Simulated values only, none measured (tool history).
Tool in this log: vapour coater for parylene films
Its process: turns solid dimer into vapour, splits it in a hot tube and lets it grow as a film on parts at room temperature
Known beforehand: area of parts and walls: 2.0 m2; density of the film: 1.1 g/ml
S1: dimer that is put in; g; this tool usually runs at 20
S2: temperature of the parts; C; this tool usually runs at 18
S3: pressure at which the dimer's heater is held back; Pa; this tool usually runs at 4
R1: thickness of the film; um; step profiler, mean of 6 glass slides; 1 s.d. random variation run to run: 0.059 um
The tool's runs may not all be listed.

{"run": 1, "hour": 0.0, "S1": 20, "S2": 18, "S3": 4, "R1": 6.84}
{"run": 2, "hour": 32.0, "S1": 20, "S2": 18, "S3": 4, "R1": 6.81}
{"run": 3, "hour": 82.2, "S1": 27, "S2": 18, "S3": 4, "R1": 8.96}
{"run": 4, "hour": 121.7, "S1": 27, "S2": 18, "S3": 4, "R1": 9.16}
{"run": 5, "hour": 154.5, "S1": 27, "S2": 18, "S3": 4, "R1": 8.82}
{"run": 6, "hour": 183.6, "S1": 27, "S2": 18, "S3": 4, "R1": 8.98}
{"run": 7, "hour": 235.3, "S1": 19, "S2": 18, "S3": 4, "R1": 6.1}
{"run": 8, "hour": 290.5, "S1": 20, "S2": 18, "S3": 4, "R1": 6.4}
{"run": 9, "hour": 327.5, "S1": 20, "S2": 18, "S3": 4, "R1": 6.54}
{"run": 10, "hour": 378.9, "S1": 20, "S2": 18, "S3": 4, "R1": 6.42}
{"run": 11, "hour": 402.2, "S1": 20, "S2": 18, "S3": 4, "R1": 6.35}
{"run": 12, "hour": 432.8, "S1": 20, "S2": 18, "S3": 4, "R1": 6.34}
{"run": 13, "hour": 489.1, "S1": 20, "S2": 18, "S3": 4, "R1": 6.15}
{"run": 14, "hour": 530.4, "S1": 20, "S2": 18, "S3": 3.44, "R1": 6.44}
{"run": 15, "hour": 590.3, "S1": 20, "S2": 18, "S3": 4, "R1": 7.05}
{"run": 16, "hour": 616.1, "S1": 20, "S2": 18, "S3": 4, "R1": 7.09}
{"run": 17, "hour": 658.2, "S1": 20, "S2": 18, "S3": 4, "R1": 6.97}
{"run": 18, "hour": 688.4, "S1": 20, "S2": 18, "S3": 4, "R1": 6.98}
{"run": 19, "hour": 743.7, "S1": 20, "S2": 18, "S3": 4, "R1": 6.9}
{"run": 20, "hour": 799.4, "S1": 20, "S2": 18, "S3": 4, "R1": 6.93}
{"run": 21, "hour": 833.3, "S1": 20, "S2": 18, "S3": 4, "R1": 6.91}
{"run": 22, "hour": 883.3, "S1": 20, "S2": 18, "S3": 4, "R1": 6.9}
{"run": 23, "hour": 908.8, "S1": 20, "S2": 18, "S3": 4, "R1": 6.97}
{"run": 24, "hour": 965.4, "S1": 20, "S2": 13, "S3": 7.24, "R1": 7.31}
{"run": 25, "hour": 1022.7, "S1": 18, "S2": 11, "S3": 4.63, "R1": 7.12}
{"run": 26, "hour": 1077.1, "S1": 18, "S2": 11, "S3": 11.42, "R1": 6.28}
{"run": 27, "hour": 1115.7, "S1": 20, "S2": 18, "S3": 3.94, "R1": 6.39}
{"run": 28, "hour": 1162.0, "S1": 20, "S2": 18, "S3": 3.94, "R1": 6.22}
{"run": 29, "hour": 1190.0, "S1": 20, "S2": 28, "S3": 2.77, "R1": 4.78}
{"run": 30, "hour": 1244.6, "S1": 20, "S2": 21, "S3": 4, "R1": 5.6}
{"run": 31, "hour": 1293.8, "S1": 20, "S2": 21, "S3": 4, "R1": 5.58}
{"run": 32, "hour": 1348.8, "S1": 20, "S2": 21, "S3": 6.5, "R1": 5.15}
{"run": 33, "hour": 1397.5, "S1": 20, "S2": 21, "S3": 6.5, "R1": 5.14}
{"run": 34, "hour": 1450.0, "S1": 20, "S2": 21, "S3": 6.5, "R1": 5.09}
{"run": 35, "hour": 1487.8, "S1": 20, "S2": 21, "S3": 6.5, "R1": 5.89}
{"run": 36, "hour": 1527.0, "S1": 20, "S2": 18, "S3": 4, "R1": 6.77}
{"run": 37, "hour": 1574.0, "S1": 20, "S2": 21, "S3": 4, "R1": 6.27}
{"run": 38, "hour": 1598.9, "S1": 20, "S2": 24, "S3": 4, "R1": 5.58}
{"run": 39, "hour": 1648.9, "S1": 20, "S2": 24, "S3": 4, "R1": 5.55}
{"run": 40, "hour": 1706.3, "S1": 20, "S2": 11, "S3": 4, "R1": 8.52}
{"run": 41, "hour": 1743.3, "S1": 10, "S2": 13, "S3": 3.53, "R1": 4.08}
{"run": 42, "hour": 1786.2, "S1": 10, "S2": 13, "S3": 3.53, "R1": 4.12}
{"run": 43, "hour": 1818.6, "S1": 21, "S2": 17, "S3": 5.78, "R1": 6.82}
{"run": 44, "hour": 1873.8, "S1": 10, "S2": 17, "S3": 4.15, "R1": 3.37}
{"run": 45, "hour": 1919.1, "S1": 10, "S2": 17, "S3": 4.15, "R1": 3.33}
{"run": 46, "hour": 1955.9, "S1": 10, "S2": 27, "S3": 7.63, "R1": 2.2}

Taken out of this log: 4 entries between the listed runs. Where each belongs, and how the hidden state differs across it:
After run 14, before run 15: trap's valve overhauled (hour 577.7)
  vapour lost through the trap's worn valve, %: 12.3 -> 0.9; true temperature of the parts over the reading, C: -0.89 -> -0.91
  measured result minus the result with no hidden state, R1: -0.68 -> +0.15 um
After run 21, before run 22: table's thermometer calibrated (hour 837.4)
  vapour lost through the trap's worn valve, %: 4.5 -> 5.2; true temperature of the parts over the reading, C: -0.98 -> -1.51
  measured result minus the result with no hidden state, R1: -0.09 -> -0.02 um
After run 24, before run 25: table's thermometer calibrated, once more (hour 1018.8)
  vapour lost through the trap's worn valve, %: 6.4 -> 7.2; true temperature of the parts over the reading, C: -1.53 -> -0.11
  measured result minus the result with no hidden state, R1: -0.11 -> -0.52 um
After run 34, before run 35: trap's valve overhauled (hour 1480.6)
  vapour lost through the trap's worn valve, %: 13.4 -> 0.6; true temperature of the parts over the reading, C: -0.24 -> -0.25
  measured result minus the result with no hidden state, R1: -0.74 -> +0.02 um

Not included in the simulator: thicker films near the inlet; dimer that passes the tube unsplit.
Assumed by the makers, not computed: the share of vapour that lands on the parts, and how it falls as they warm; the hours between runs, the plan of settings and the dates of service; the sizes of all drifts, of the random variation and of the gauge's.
